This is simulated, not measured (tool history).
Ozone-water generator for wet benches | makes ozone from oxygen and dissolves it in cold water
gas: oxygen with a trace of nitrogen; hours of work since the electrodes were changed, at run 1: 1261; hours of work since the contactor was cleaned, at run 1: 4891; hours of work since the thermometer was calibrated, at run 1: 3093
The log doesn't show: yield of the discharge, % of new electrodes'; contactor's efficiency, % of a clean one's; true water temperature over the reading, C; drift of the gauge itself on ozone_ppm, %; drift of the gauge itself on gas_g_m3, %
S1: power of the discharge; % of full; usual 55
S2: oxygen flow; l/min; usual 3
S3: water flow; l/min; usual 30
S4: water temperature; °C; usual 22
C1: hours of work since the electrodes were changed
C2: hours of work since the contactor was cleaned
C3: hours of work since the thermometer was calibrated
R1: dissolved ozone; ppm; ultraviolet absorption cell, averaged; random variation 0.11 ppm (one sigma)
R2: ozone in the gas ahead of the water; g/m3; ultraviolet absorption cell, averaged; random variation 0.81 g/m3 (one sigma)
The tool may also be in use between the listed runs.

run	hour	S1	S2	S3	S4	C1	C2	C3	R1	R2
1	0	55	3	30	22	1261	4891	3093	5	124.8
2	28.7	55	4.19	30	22	1279	4910	3112	5.4	107.3
3	70.9	55	4.19	30	22	1307	4937	3139	5.5	109.2
4	91.9	55	2.13	30	22	1320	4951	3153	4.6	144
5	133.9	55	2.13	30	22	1347	4978	3180	4.6	144.2
6	165.5	55	3	30	25	1368	4998	3200	5	125.5
7	212.2	55	3	22	22	1398	5029	3231	6.8	124.5
8	248.9	55	1.72	30	22	1422	5052	3254	4.2	155
9	296.5	57	3	30	22	1453	5083	3285	5.3	127.6
10	341.7	57	3	30	22	1482	5113	3314	5.2	126.4
11	370.9	57	3	30	22	1501	5132	3333	5.2	127.4
12	408.5	55	3	30	15	1525	5156	3358	5.5	124.3
13	429.9	55	4.03	30	22	1539	5170	3372	5.5	109.9
14	460.5	55	4.03	30	22	1559	5189	3391	5.6	109.5
15	497.9	55	4.03	30	22	1583	5214	3416	5.7	108.8
16	521.1	55	4.03	30	22	1598	5229	3431	5.5	110.7
17	544.6	55	3	30	22	1613	5244	3446	4.9	125
18	590.8	65	2.16	21	27	1643	5274	3476	7.3	163.9
19	627.7	55	2.89	21	29	1667	5298	3500	6.5	124.8
20	654.2	55	2.89	21	29	1684	5315	3517	6.5	124.4
21	676.5	55	2.89	21	29	1699	5329	3531	6.7	125
22	707.3	55	2.89	21	29	1719	5349	3551	6.8	125.1
23	741.7	61	1.69	30	20	1741	5372	3573	4.5	172.1
24	782.6	61	3.39	30	16	1767	5398	3600	5.9	126.4
25	824.5	98	3.26	23	26	1795	5425	3627	9.9	193.9
26	843.9	68	2.73	26	21	1807	5438	3640	6.8	154.4
27	890.6	68	2.73	26	21	1837	5468	3670	6.8	151.6
28	932.1	68	2.73	26	21	1864	5495	3697	6.6	152.5
29	973.9	68	2.73	26	21	1891	5522	3724	6.7	152.1
30	1018.4	81	1.67	43	17	1920	5551	3753	3.9	218.9
31	1062.8	43	1.62	25	16	1949	5580	3781	4.1	131.3
32	1087.7	45	1.62	35	16	1965	5596	3797	3.2	135.5
33	1131.9	55	4.99	20	15	1994	5624	3826	8.7	99.7

Forecast each of these 4 alternatives for the next run:
A	1173.8	55	2.14	43	15	2021	5651	3853	?	?
B	1173.8	55	3	30	24	2021	5651	3853	?	?
C	1173.8	55	3	30	17	2021	5651	3853	?	?
D	1173.8	52	3.56	20	15	2021	5651	3853	?	?

run	R1	R2
A	3.3	141.9
B	4.9	124.2
C	5.4	122.2
D	8	108.4
Without the tool's hidden state the same runs would have given:
run	R1	R2
A	3.7	147.1
B	5.5	128.6
C	6	126.6
D	9	112.1
